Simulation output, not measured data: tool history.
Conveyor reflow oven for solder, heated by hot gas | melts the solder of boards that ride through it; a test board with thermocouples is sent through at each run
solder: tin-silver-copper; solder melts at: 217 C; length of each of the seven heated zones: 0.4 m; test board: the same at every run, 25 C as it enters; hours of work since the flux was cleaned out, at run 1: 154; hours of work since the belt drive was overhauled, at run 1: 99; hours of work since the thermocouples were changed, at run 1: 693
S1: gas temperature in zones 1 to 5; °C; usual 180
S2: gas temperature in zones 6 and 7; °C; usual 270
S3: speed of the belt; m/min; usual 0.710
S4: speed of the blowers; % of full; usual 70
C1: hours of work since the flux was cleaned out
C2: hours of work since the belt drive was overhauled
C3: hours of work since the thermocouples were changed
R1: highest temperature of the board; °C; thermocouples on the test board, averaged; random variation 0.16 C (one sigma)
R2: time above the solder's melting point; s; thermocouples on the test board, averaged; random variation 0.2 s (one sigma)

run,day,S1,S2,S3,S4,C1,C2,C3,R1,R2
1,0.000,180,270,0.710,70,154,99,693,254.3,53.5
2,1.521,180,270,0.710,70,173,118,713,254.4,53.3
3,4.046,180,270,0.710,70,206,151,745,254.5,53.4
4,5.996,180,277,0.710,70,231,176,770,260.1,56.4
5,7.783,180,270,0.710,84,254,199,793,256.6,55.0
6,8.900,180,280,0.710,70,268,213,808,262.8,57.1
7,10.179,180,266,0.710,70,285,230,824,250.5,51.0
8,11.338,180,266,0.710,70,300,245,839,250.6,50.8
# day 11.717: belt drive overhauled, speed set with a stopwatch
9,13.988,180,270,0.710,70,332,29,871,253.5,52.3
# day 15.654: flux residue cleaned out of gas plates and filters
10,16.571,180,270,0.710,70,12,60,902,256.9,55.4
# day 17.638: thermocouples of zones 6 and 7 changed
11,17.992,180,270,0.710,70,29,77,5,254.2,54.0
# day 18.858: belt drive overhauled, speed set with a stopwatch, once more
12,20.208,180,270,0.710,70,56,17,31,253.9,53.7
13,22.521,180,270,0.710,70,85,47,61,254.2,53.6
14,24.854,180,269,0.710,70,115,77,91,252.9,52.5
15,26.146,180,269,0.710,70,132,94,108,252.9,52.9
16,27.575,188,270,0.710,71,151,113,126,255.1,57.2
17,28.683,179,268,0.658,72,165,127,140,254.3,58.2
18,30.612,179,268,0.658,72,190,152,165,254.2,57.8
19,33.079,182,262,0.710,62,222,184,197,245.1,47.4
20,34.521,182,262,0.695,90,240,202,216,250.4,54.0
21,36.192,189,270,0.731,70,262,224,237,253.7,55.0
22,37.379,189,270,0.731,70,277,239,253,253.5,54.3
23,39.329,180,270,0.816,68,302,264,278,246.9,40.2
24,40.575,180,270,0.816,68,318,280,294,246.7,40.7
25,42.000,188,270,0.710,70,337,299,312,254.2,56.9
# day 43.379: flux residue cleaned out of gas plates and filters
26,43.946,194,270,0.710,70,7,321,335,258.3,61.7
27,45.112,179,282,0.710,70,22,336,350,265.6,59.7
28,47.629,167,282,0.676,70,55,369,382,265.3,59.0
29,50.200,180,270,0.740,70,88,402,415,253.8,51.0
30,51.738,180,270,0.691,70,108,422,435,255.7,56.5

Hidden state or all else? Some run-to-run changes of R1, split into what the settings, what came in and random variation would give without the hidden state, and what is left for the hidden state (with any gauge scatter that isn't in both results):
The hidden state here: heat that the gas passes to the board, % of a clean oven's; belt's true speed, % of the reading; true gas temperature in zones 6 and 7 over the reading, C; drift of the gauge itself on peak_c, C; drift of the gauge itself on liquid_s, %.
Run 6 -> 7: S2 280 -> 266. R1 -12.3 °C: hidden state +0.1, all else -12.4.
Run 9 -> 10: flux residue cleaned out of gas plates and filters. R1 +3.4 °C: hidden state +3.5, all else -0.1.
Run 10 -> 11: thermocouples of zones 6 and 7 changed. R1 -2.7 °C: hidden state -2.7, all else +0.0.
Run 18 -> 19: S1 179 -> 182, S2 268 -> 262, S3 0.658 -> 0.710, S4 72 -> 62. R1 -9.1 °C: hidden state -0.1, all else -9.0.
Run 25 -> 26: S1 188 -> 194, flux residue cleaned out of gas plates and filters. R1 +4.1 °C: hidden state +3.0, all else +1.1.
Run 28 -> 29: S1 167 -> 180, S2 282 -> 270, S3 0.676 -> 0.740. R1 -11.5 °C: hidden state -0.1, all else -11.4.

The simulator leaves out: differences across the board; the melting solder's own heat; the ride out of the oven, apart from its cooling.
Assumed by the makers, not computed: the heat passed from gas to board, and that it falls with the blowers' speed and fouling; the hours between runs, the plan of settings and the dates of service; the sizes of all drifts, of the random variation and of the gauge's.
